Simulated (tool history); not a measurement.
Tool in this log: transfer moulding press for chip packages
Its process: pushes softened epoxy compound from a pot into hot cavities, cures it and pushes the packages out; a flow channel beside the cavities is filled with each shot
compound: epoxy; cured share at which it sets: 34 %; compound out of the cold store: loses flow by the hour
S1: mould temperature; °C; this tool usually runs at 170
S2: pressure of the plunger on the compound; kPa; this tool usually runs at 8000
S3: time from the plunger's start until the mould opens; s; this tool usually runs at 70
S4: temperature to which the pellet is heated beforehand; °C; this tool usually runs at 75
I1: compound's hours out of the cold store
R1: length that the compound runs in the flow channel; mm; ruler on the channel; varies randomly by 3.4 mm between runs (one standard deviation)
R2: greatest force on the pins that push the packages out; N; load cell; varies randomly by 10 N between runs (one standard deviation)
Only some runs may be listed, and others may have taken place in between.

run   hour   S1    S2  S3  S4    I1   R1    R2
  1    0.0  170  8000  70  75   9.7  778   630
  2   15.4  170  8000  70  72  18.9  735   676
      26.7  -- cavities cleaned with cleaning compound and waxed
  3   32.1  170  8000  70  72  40.5  655   824
  4   45.6  170  8000  70  72  18.5  731   818
      56.1  -- cavities cleaned with cleaning compound and waxed, once more
      58.6  -- plunger's sealing rings changed
  5   65.5  170  8950  70  75  22.3  778   516
  6   79.2  170  8950  70  75  32.8  741   571
  7   97.0  170  8950  70  75  19.4  790   639
  8  107.0  170  8000  70  75  37.4  673   653
     120.9  -- cavities cleaned with cleaning compound and waxed
  9  125.0  170  8000  70  75  35.5  682   524
 10  134.7  170  8000  70  75  43.7  655   527
 11  153.3  170  8000  70  75  17.8  750   590
 12  166.9  170  8000  76  75  22.1  731   655
 13  179.3  170  8000  76  75  27.1  710   650
     183.6  -- cavities cleaned with cleaning compound and waxed
 14  196.2  170  8000  70  75  29.4  704   536
 15  210.5  170  8380  86  70  30.4  706   550
 16  225.8  170  8240  70  81  32.2  697   628
 17  244.1  170  8240  70  81  38.5  678   643
     246.7  -- cavities cleaned with cleaning compound and waxed
 18  256.6  168  7470  69  75  16.8  722   534
 19  269.4  170  8000  53  75  33.1  682   816
 20  279.7  174  7720  53  76  33.1  661   677
 21  296.5  170  8890  70  65  32.0  723   645
     309.7  -- cavities cleaned with cleaning compound and waxed
 22  311.6  175  7050  64  84   9.0  711   451
 23  323.0  166  8110  64  84  41.0  665   651
     338.2  -- plunger's sealing rings changed
 24  344.5  166  6440  96  67  32.4  639   584
 25  358.4  172  7530  96  74  29.6  685   611
 26  371.8  163  7530  62  85  40.2  660  1055
     374.6  -- cavities cleaned with cleaning compound and waxed
 27  384.9  163  6430  70  75  15.8  697   719
 28  393.7  177  6090  70  75  20.9  638   519

Consider 3 possible next runs. They are alternatives, not a sequence: every one starts from the tool as it was left by run 28. What does each give?
  A  412.5  178  6010  68  75  29.1   ?   ?
  B  412.5  163  6090  70  77  40.6   ?   ?
  C  412.5  177  6090  70  75  36.5   ?   ?

run   R1   R2
  A  599  596
  B  592  781
  C  582  595
With no hidden state in the tool, these same runs would have given:
run   R1   R2
  A  608  441
  B  602  639
  C  591  440
